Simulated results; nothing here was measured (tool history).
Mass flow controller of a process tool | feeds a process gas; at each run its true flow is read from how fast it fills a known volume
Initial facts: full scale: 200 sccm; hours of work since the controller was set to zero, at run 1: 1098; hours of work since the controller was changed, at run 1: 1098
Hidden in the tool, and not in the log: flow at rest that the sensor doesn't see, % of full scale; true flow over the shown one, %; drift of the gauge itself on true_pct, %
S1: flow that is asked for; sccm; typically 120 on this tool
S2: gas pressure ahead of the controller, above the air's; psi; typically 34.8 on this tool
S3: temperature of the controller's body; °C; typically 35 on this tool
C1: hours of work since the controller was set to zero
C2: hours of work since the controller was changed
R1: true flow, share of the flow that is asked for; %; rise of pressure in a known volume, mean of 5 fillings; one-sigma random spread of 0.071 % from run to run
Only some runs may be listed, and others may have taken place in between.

run 1 hour=0.0 | S1=120 S2=34.8 S3=35 | C1=1098 C2=1098 | R1=99.76
run 2 hour=77.5 | S1=120 S2=34.8 S3=35 | C1=1148 C2=1148 | R1=99.74
run 3 hour=111.5 | S1=120 S2=34.8 S3=35 | C1=1170 C2=1170 | R1=99.68
run 4 hour=160.7 | S1=120 S2=34.8 S3=35 | C1=1202 C2=1202 | R1=99.58
run 5 hour=199.4 | S1=120 S2=31.8 S3=35 | C1=1228 C2=1228 | R1=99.59
run 6 hour=246.0 | S1=120 S2=34.8 S3=35 | C1=1258 C2=1258 | R1=99.81
run 7 hour=290.7 | S1=120 S2=34.8 S3=35 | C1=1287 C2=1287 | R1=99.59
run 8 hour=331.2 | S1=120 S2=34.8 S3=35 | C1=1313 C2=1313 | R1=99.64
run 9 hour=381.8 | S1=120 S2=34.8 S3=20 | C1=1346 C2=1346 | R1=99.11
run 10 hour=444.8 | S1=120 S2=34.8 S3=20 | C1=1387 C2=1387 | R1=99.19
run 11 hour=489.6 | S1=120 S2=34.8 S3=20 | C1=1417 C2=1417 | R1=99.12
run 12 hour=554.7 | S1=120 S2=34.8 S3=20 | C1=1459 C2=1459 | R1=99.12
run 13 hour=626.2 | S1=120 S2=34.8 S3=20 | C1=1506 C2=1506 | R1=99.20
run 14 hour=703.0 | S1=120 S2=34.8 S3=37 | C1=1556 C2=1556 | R1=99.80
run 15 hour=738.3 | S1=120 S2=34.8 S3=37 | C1=1579 C2=1579 | R1=99.86
run 16 hour=800.2 | S1=120 S2=34.8 S3=39 | C1=1619 C2=1619 | R1=99.83
run 17 hour=841.8 | S1=120 S2=34.8 S3=35 | C1=1646 C2=1646 | R1=99.75
run 18 hour=874.9 | S1=120 S2=29.0 S3=35 | C1=1668 C2=1668 | R1=99.56
run 19 hour=926.9 | S1=120 S2=29.0 S3=35 | C1=1701 C2=1701 | R1=99.57
run 20 hour=973.6 | S1=120 S2=29.0 S3=35 | C1=1732 C2=1732 | R1=99.65
run 21 hour=1012.3 | S1=120 S2=29.0 S3=35 | C1=1757 C2=1757 | R1=99.61
run 22 hour=1045.2 | S1=120 S2=29.0 S3=35 | C1=1778 C2=1778 | R1=99.50
run 23 hour=1094.2 | S1=120 S2=29.0 S3=35 | C1=1810 C2=1810 | R1=99.42
run 24 hour=1175.6 | S1=120 S2=29.0 S3=35 | C1=1863 C2=1863 | R1=99.49
run 25 hour=1211.1 | S1=26 S2=28.7 S3=27 | C1=1886 C2=1886 | R1=97.03
run 26 hour=1275.4 | S1=132 S2=40.0 S3=24 | C1=1928 C2=1928 | R1=99.58
run 27 hour=1312.4 | S1=132 S2=40.0 S3=24 | C1=1952 C2=1952 | R1=99.70
run 28 hour=1384.4 | S1=31 S2=21.9 S3=28 | C1=1999 C2=1999 | R1=97.28
run 29 hour=1443.0 | S1=73 S2=29.6 S3=24 | C1=2037 C2=2037 | R1=98.56
run 30 hour=1519.5 | S1=73 S2=37.4 S3=29 | C1=2087 C2=2087 | R1=98.87
run 31 hour=1577.5 | S1=126 S2=32.8 S3=29 | C1=2125 C2=2125 | R1=99.47
run 32 hour=1654.2 | S1=71 S2=32.8 S3=35 | C1=2175 C2=2175 | R1=98.98
run 33 hour=1712.0 | S1=119 S2=36.7 S3=24 | C1=2213 C2=2213 | R1=99.34
run 34 hour=1751.3 | S1=53 S2=33.2 S3=25 | C1=2238 C2=2238 | R1=98.10
run 35 hour=1799.8 | S1=166 S2=30.6 S3=21 | C1=2270 C2=2270 | R1=99.52
run 36 hour=1878.3 | S1=166 S2=26.7 S3=21 | C1=2321 C2=2321 | R1=99.69
run 37 hour=1939.8 | S1=80 S2=34.2 S3=25 | C1=2361 C2=2361 | R1=98.83
run 38 hour=1975.5 | S1=120 S2=37.6 S3=35 | C1=2384 C2=2384 | R1=99.71
run 39 hour=2054.5 | S1=36 S2=21.5 S3=21 | C1=2436 C2=2436 | R1=97.09
run 40 hour=2091.2 | S1=142 S2=29.3 S3=21 | C1=2459 C2=2459 | R1=99.43
run 41 hour=2157.4 | S1=31 S2=20.3 S3=22 | C1=2503 C2=2503 | R1=96.71
run 42 hour=2213.0 | S1=55 S2=31.5 S3=25 | C1=2539 C2=2539 | R1=98.20
run 43 hour=2285.7 | S1=100 S2=24.9 S3=35 | C1=2586 C2=2586 | R1=99.12
run 44 hour=2336.9 | S1=100 S2=23.2 S3=40 | C1=2619 C2=2619 | R1=99.32
run 45 hour=2409.0 | S1=46 S2=36.8 S3=21 | C1=2666 C2=2666 | R1=97.71
run 46 hour=2491.3 | S1=30 S2=24.2 S3=20 | C1=2720 C2=2720 | R1=96.59
run 47 hour=2551.2 | S1=30 S2=24.2 S3=20 | C1=2759 C2=2759 | R1=96.47

Pick out some run-to-run changes in R1. Of each, how much would a tool without hidden state show as well, from the settings, what came in and chance, and how much is left for the hidden state and any gauge scatter not in both results compared?
Run 24 -> 25: S1 120 -> 26, S2 29.0 -> 28.7, S3 35 -> 27. R1 -2.46 %: hidden state -1.45, all else -1.01.
Run 25 -> 26: S1 26 -> 132, S2 28.7 -> 40.0, S3 27 -> 24. R1 +2.55 %: hidden state +1.49, all else +1.06.
Run 38 -> 39: S1 120 -> 36, S2 37.6 -> 21.5, S3 35 -> 21. R1 -2.62 %: hidden state -1.16, all else -1.46.
Run 40 -> 41: S1 142 -> 31, S2 29.3 -> 20.3, S3 21 -> 22. R1 -2.72 %: hidden state -1.55, all else -1.17.

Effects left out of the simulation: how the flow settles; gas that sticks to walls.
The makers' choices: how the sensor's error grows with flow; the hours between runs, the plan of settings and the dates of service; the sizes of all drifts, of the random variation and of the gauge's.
